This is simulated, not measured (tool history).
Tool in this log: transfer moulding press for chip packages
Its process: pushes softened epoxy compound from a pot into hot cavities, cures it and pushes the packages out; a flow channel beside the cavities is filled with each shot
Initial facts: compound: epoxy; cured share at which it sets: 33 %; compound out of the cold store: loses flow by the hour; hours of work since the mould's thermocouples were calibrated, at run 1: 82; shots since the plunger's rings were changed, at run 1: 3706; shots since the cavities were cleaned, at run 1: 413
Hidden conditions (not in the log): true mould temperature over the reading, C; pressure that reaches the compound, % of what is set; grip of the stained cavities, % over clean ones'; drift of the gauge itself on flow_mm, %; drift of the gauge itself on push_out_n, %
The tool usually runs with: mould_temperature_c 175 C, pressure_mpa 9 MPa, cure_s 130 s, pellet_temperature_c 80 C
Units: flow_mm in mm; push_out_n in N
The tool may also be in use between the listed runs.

run	hour	mould_temperature_c	pressure_mpa	cure_s	pellet_temperature_c	hours of work since the mould's thermocouples were calibrated	shots since the plunger's rings were changed	shots since the cavities were cleaned	incoming compound's hours out of the cold store	flow_mm	push_out_n
1	0	175	9	130	80	82	3706	413	34.7	438	609
# hour 3.1: cavities cleaned with cleaning compound and waxed
2	20.8	175	9	130	80	92	3854	136	44.1	420	492
3	40.2	175	9	130	80	102	4002	284	38.7	428	554
# hour 60.2: cavities cleaned with cleaning compound and waxed
4	63.1	175	10.35	130	80	112	4166	21	23.4	503	408
5	75.5	175	10.35	130	80	119	4262	117	13.4	534	499
6	93.4	175	10.35	130	80	128	4399	254	17.1	512	574
7	113.5	175	10.35	130	80	138	4553	408	28.2	492	617
# hour 117.7: cavities cleaned with cleaning compound and waxed
8	124.3	175	9	130	80	142	4624	50	47.5	398	424
9	142.9	175	9	130	89	152	4767	193	36.5	423	517
10	161.4	175	9.06	130	80	161	4908	334	10.7	497	580
# hour 175: cavities cleaned with cleaning compound and waxed
11	175.8	175	9.06	130	80	167	5007	6	29.5	445	394
12	186.1	172	9.06	130	80	173	5086	85	35.6	431	543
13	204.8	172	9.06	130	80	182	5230	229	31.7	444	617
14	218.9	171	9	130	88	189	5338	337	18.5	474	764
# hour 231.7: cavities cleaned with cleaning compound and waxed
# hour 238.4: plunger's sealing rings changed
15	240.8	181	9.24	130	80	198	18	50	46.8	435	378
16	253.8	176	10.83	139	76	205	118	150	43.9	489	486
17	274.7	176	10.83	139	76	215	279	311	33.3	526	524
# hour 291.4: cavities cleaned with cleaning compound and waxed
18	297	176	10.83	139	76	225	438	43	42.8	493	406
19	316.4	169	10.05	139	76	235	586	191	22.3	546	683
20	326.2	171	8.33	117	87	240	662	267	13.6	521	872
21	338.1	175	9	164	75	246	753	358	29.4	480	527
# hour 347.5: cavities cleaned with cleaning compound and waxed
22	350.3	176	7.73	116	72	251	835	22	31.3	446	467
23	361.3	177	9.62	138	88	257	919	106	41.2	454	441
24	378.9	181	10	138	78	266	1054	241	36.5	474	478
25	395.2	173	8.24	123	78	274	1179	366	38	432	665

Branching from run 25: 4 alternative next runs. What would each branch give?
# hour 405: cavities cleaned with cleaning compound and waxed
A	407.5	172	9	130	80	279	1262	19	13.9	?	?
# hour 405: cavities cleaned with cleaning compound and waxed
B	407.5	175	9	163	80	279	1262	19	33	?	?
# hour 405: cavities cleaned with cleaning compound and waxed
C	407.5	175	10.9	130	80	279	1262	19	21.8	?	?
# hour 405: cavities cleaned with cleaning compound and waxed
D	407.5	175	9	170	88	279	1262	19	31.8	?	?

run	flow_mm	push_out_n
A	536	487
B	469	359
C	556	416
D	472	358
Take away the tool's hidden state, keep each run's random variation, and the runs would have read:
run	flow_mm	push_out_n
A	549	473
B	481	344
C	570	401
D	484	343
